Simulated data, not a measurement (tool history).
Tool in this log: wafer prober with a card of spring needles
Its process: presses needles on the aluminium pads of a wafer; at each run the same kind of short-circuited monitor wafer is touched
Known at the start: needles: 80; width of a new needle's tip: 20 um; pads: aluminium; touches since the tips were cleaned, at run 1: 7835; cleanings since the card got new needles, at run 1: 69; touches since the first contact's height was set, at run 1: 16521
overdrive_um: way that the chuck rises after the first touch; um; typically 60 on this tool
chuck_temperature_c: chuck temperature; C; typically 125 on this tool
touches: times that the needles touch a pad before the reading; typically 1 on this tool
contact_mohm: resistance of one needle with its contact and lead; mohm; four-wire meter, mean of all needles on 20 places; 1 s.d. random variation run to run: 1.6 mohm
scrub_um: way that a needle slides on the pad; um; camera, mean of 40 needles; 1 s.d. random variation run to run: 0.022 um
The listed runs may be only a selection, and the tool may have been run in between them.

run   hour  overdrive_um  chuck_temperature_c  touches  touches since the tips were cleaned  cleanings since the card got new needles  touches since the first contact's height was set  contact_mohm  scrub_um
  1      0            60                  125        1                                 7835                                        69                                             16521           152      8.88
       3.3  -- tips cleaned on abrasive film
      16.2  -- tips cleaned on abrasive film
      29.2  -- tips cleaned on abrasive film
      42.1  -- tips cleaned on abrasive film
  2   53.1            60                  125        1                                 7433                                        73                                             52183           148      8.88
      56.4  -- tips cleaned on abrasive film
      69.3  -- tips cleaned on abrasive film
      82.3  -- tips cleaned on abrasive film
      98.4  -- tips cleaned on abrasive film
     111.3  -- tips cleaned on abrasive film
  3  119.4            60                  125        1                                 5419                                        78                                             96688           151      8.85
     125.9  -- tips cleaned on abrasive film
     138.8  -- tips cleaned on abrasive film
     151.7  -- tips cleaned on abrasive film
     164.7  -- tips cleaned on abrasive film
     177.6  -- tips cleaned on abrasive film
     193.8  -- tips cleaned on abrasive film
  4  194.8            60                  125        1                                  680                                        84                                            147312           147       8.9
     207.7  -- tips cleaned on abrasive film
     217.6  -- height of the first contact set anew
     224.1  -- tips cleaned on abrasive film
     240.3  -- tips cleaned on abrasive film
     253.2  -- tips cleaned on abrasive film
     269.4  -- tips cleaned on abrasive film
  5  280.6            76                  125        1                                 7592                                        89                                             42336           145     11.27
     283.9  -- tips cleaned on abrasive film
     296.8  -- tips cleaned on abrasive film
       313  -- tips cleaned on abrasive film
     325.9  -- tips cleaned on abrasive film
  6  332.6            79                  125        2                                 4521                                        93                                             77258           145     11.72
     339.1  -- tips cleaned on abrasive film
       352  -- tips cleaned on abrasive film
       365  -- tips cleaned on abrasive film
     377.9  -- tips cleaned on abrasive film
       394  -- tips cleaned on abrasive film
       407  -- tips cleaned on abrasive film
  7  412.5            49                  109        2                                 3751                                        99                                            130948           150      7.27
     422.2  -- tips cleaned on abrasive film
     435.2  -- tips cleaned on abrasive film
     451.3  -- tips cleaned on abrasive film
     461.2  -- height of the first contact set anew
     464.5  -- tips cleaned on abrasive film
  8  475.1            41                  125        2                                 7152                                       103                                              9324           162      6.08
     478.4  -- tips cleaned on abrasive film
     494.6  -- tips cleaned on abrasive film
     507.5  -- tips cleaned on abrasive film
     523.6  -- tips cleaned on abrasive film
  9  534.8            41                  125        2                                 7541                                       107                                             49438           159      6.12
     538.1  -- tips cleaned on abrasive film
       551  -- tips cleaned on abrasive film
       564  -- tips cleaned on abrasive film
     576.9  -- tips cleaned on abrasive film
     589.8  -- tips cleaned on abrasive film
     602.8  -- tips cleaned on abrasive film
     618.9  -- tips cleaned on abrasive film
 10  620.6            43                   35        1                                 1134                                       114                                            107030           140      6.45

Below, some changes in scrub_um between adjacent runs. For each, the amount present without the hidden state too (settings, incoming material, random variation) and the amount remaining for the hidden state with gauge scatter not shared by both compared results:
Hidden state present: debris on the tips, nm; way that the needles fall short of the set height, um; tips' diameter, um; drift of the gauge itself on contact_mohm, %; drift of the gauge itself on scrub_um, %.
Run 4 -> 5: overdrive_um 60 -> 76, tips cleaned on abrasive film, height of the first contact set anew, tips cleaned on abrasive film, tips cleaned on abrasive film, tips cleaned on abrasive film, tips cleaned on abrasive film. scrub_um +2.37 um: hidden state +0.04, all else +2.33.
Run 6 -> 7: overdrive_um 79 -> 49, chuck_temperature_c 125 -> 109, tips cleaned on abrasive film, tips cleaned on abrasive film, tips cleaned on abrasive film, tips cleaned on abrasive film, tips cleaned on abrasive film, tips cleaned on abrasive film. scrub_um -4.45 um: hidden state -0.02, all else -4.43.

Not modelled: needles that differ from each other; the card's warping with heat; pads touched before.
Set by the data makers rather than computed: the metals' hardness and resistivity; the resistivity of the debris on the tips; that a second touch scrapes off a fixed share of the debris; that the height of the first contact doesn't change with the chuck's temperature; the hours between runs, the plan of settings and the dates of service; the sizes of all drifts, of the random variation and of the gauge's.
